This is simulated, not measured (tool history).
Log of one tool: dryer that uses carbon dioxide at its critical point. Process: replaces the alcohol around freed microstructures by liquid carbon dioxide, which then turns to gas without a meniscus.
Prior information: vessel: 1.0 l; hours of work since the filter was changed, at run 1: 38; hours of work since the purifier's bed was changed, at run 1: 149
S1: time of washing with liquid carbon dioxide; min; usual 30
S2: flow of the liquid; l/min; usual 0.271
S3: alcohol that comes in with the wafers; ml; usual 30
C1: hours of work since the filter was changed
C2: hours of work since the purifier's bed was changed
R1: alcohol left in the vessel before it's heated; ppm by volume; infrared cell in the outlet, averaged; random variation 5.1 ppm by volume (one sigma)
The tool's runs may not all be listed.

| run | day | S1 | S2 | S3 | C1 | C2 | R1 |
|---|---|---|---|---|---|---|---|
| 1 | 0 | 30 | 0.271 | 30 | 38 | 149 | 91 |
| 2 | 0.604 | 30 | 0.271 | 30 | 44 | 155 | 85 |
| 3 | 1.025 | 30 | 0.271 | 30 | 49 | 160 | 91 |
| 4 | 1.471 | 30 | 0.271 | 30 | 54 | 165 | 97 |
| 5 | 1.921 | 30 | 0.271 | 30 | 58 | 169 | 101 |
| 6 | 2.342 | 30 | 0.271 | 38 | 63 | 174 | 119 |
| 7 | 2.717 | 30 | 0.271 | 38 | 67 | 178 | 112 |
| 8 | 3.133 | 30 | 0.271 | 38 | 71 | 182 | 115 |
| 9 | 3.617 | 30 | 0.271 | 38 | 77 | 188 | 125 |
| 10 | 4.229 | 31 | 0.26 | 30 | 83 | 194 | 123 |
| 11 | 4.829 | 31 | 0.26 | 54 | 89 | 200 | 179 |
| 12 | 5.283 | 31 | 0.26 | 54 | 94 | 205 | 187 |
| 13 | 5.825 | 47 | 0.3 | 44 | 100 | 211 | 44 |
| 14 | 6.346 | 47 | 0.169 | 115 | 106 | 217 | 394 |
| 15 | 6.629 | 40 | 0.233 | 30 | 109 | 220 | 86 |
| 16 | 6.925 | 20 | 0.432 | 28 | 112 | 223 | 98 |
| 17 | 7.529 | 37 | 0.443 | 21 | 118 | 229 | 52 |

The same runs without the tool's hidden state, with the same run-to-run variation:
Hidden state present: flow that reaches the vessel past the clogged filter, %; alcohol in the recycled carbon dioxide, ppm; drift of the gauge itself on alcohol_ppm, %.
| run | R1 |
|---|---|
| 1 | 53 |
| 2 | 45 |
| 3 | 48 |
| 4 | 53 |
| 5 | 53 |
| 6 | 66 |
| 7 | 56 |
| 8 | 56 |
| 9 | 65 |
| 10 | 62 |
| 11 | 97 |
| 12 | 100 |
| 13 | 1 |
| 14 | 223 |
| 15 | 31 |
| 16 | 33 |
| 17 | 7 |
